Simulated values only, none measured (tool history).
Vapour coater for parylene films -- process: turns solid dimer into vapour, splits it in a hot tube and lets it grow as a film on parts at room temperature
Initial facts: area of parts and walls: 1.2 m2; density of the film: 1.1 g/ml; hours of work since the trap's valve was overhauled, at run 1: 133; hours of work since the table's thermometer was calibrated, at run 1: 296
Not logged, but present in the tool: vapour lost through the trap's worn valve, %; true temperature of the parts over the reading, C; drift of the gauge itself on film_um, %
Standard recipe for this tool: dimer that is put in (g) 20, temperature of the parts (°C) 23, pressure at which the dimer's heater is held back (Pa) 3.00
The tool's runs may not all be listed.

| run | day | dimer that is put in (g) | temperature of the parts (°C) | pressure at which the dimer's heater is held back (Pa) | hours of work since the trap's valve was overhauled | hours of work since the table's thermometer was calibrated | thickness of the film (µm) |
|---|---|---|---|---|---|---|---|
| 1 | 0.000 | 20 | 23 | 3.00 | 133 | 296 | 8.16 |
| 2 | 0.775 | 20 | 23 | 3.00 | 141 | 304 | 8.16 |
| 3 | 2.171 | 20 | 23 | 3.00 | 155 | 318 | 7.99 |
| 4 | 3.867 | 20 | 23 | 2.41 | 172 | 334 | 8.36 |
| 5 | 5.038 | 20 | 23 | 3.47 | 183 | 346 | 7.82 |
| 6 | 6.667 | 20 | 23 | 3.47 | 199 | 362 | 7.82 |
| 7 | 8.004 | 12 | 23 | 3.00 | 213 | 375 | 4.81 |
| 8 | 8.892 | 12 | 23 | 3.00 | 221 | 384 | 4.66 |
| 9 | 10.467 | 20 | 23 | 3.00 | 237 | 400 | 7.75 |
| 10 | 11.196 | 20 | 23 | 3.00 | 244 | 407 | 7.71 |
| 11 | 12.146 | 20 | 23 | 3.00 | 254 | 416 | 7.79 |
|  | 12.629 | trap's valve overhauled |
| 12 | 13.296 | 20 | 31 | 3.00 | 7 | 426 | 6.90 |
| 13 | 14.308 | 20 | 31 | 3.00 | 17 | 436 | 6.89 |
| 14 | 15.296 | 20 | 23 | 4.78 | 26 | 446 | 8.05 |
| 15 | 16.158 | 28 | 23 | 10.17 | 35 | 455 | 10.36 |
| 16 | 16.979 | 15 | 21 | 4.14 | 43 | 463 | 6.37 |
| 17 | 18.071 | 15 | 21 | 4.14 | 54 | 474 | 6.42 |
| 18 | 19.679 | 15 | 21 | 4.14 | 70 | 490 | 6.35 |
| 19 | 20.862 | 30 | 35 | 5.46 | 82 | 501 | 8.66 |
| 20 | 22.042 | 17 | 29 | 2.93 | 93 | 513 | 6.00 |
| 21 | 23.421 | 17 | 18 | 3.19 | 107 | 527 | 7.79 |
| 22 | 24.633 | 19 | 23 | 3.70 | 119 | 539 | 7.52 |
| 23 | 25.567 | 25 | 18 | 3.00 | 128 | 548 | 11.57 |

Some steps in thickness of the film (µm), run to run, broken into two amounts with sign: the step expected even without the hidden condition (settings, incoming material, random variation), and the rest, left for the hidden condition together with whatever gauge scatter is not in both the measured and the hidden-condition-free result:
Run 8 -> 9: dimer that is put in (g) 12 -> 20. thickness of the film (µm) +3.09: hidden state -0.35, all else +3.44.
Run 11 -> 12: temperature of the parts (°C) 23 -> 31, trap's valve overhauled. thickness of the film (µm) -0.89: hidden state +0.79, all else -1.68.
Run 15 -> 16: dimer that is put in (g) 28 -> 15, temperature of the parts (°C) 23 -> 21, pressure at which the dimer's heater is held back (Pa) 10.17 -> 4.14. thickness of the film (µm) -3.99: hidden state +0.06, all else -4.05.
Run 22 -> 23: dimer that is put in (g) 19 -> 25, temperature of the parts (°C) 23 -> 18, pressure at which the dimer's heater is held back (Pa) 3.70 -> 3.00. thickness of the film (µm) +4.05: hidden state -0.26, all else +4.31.

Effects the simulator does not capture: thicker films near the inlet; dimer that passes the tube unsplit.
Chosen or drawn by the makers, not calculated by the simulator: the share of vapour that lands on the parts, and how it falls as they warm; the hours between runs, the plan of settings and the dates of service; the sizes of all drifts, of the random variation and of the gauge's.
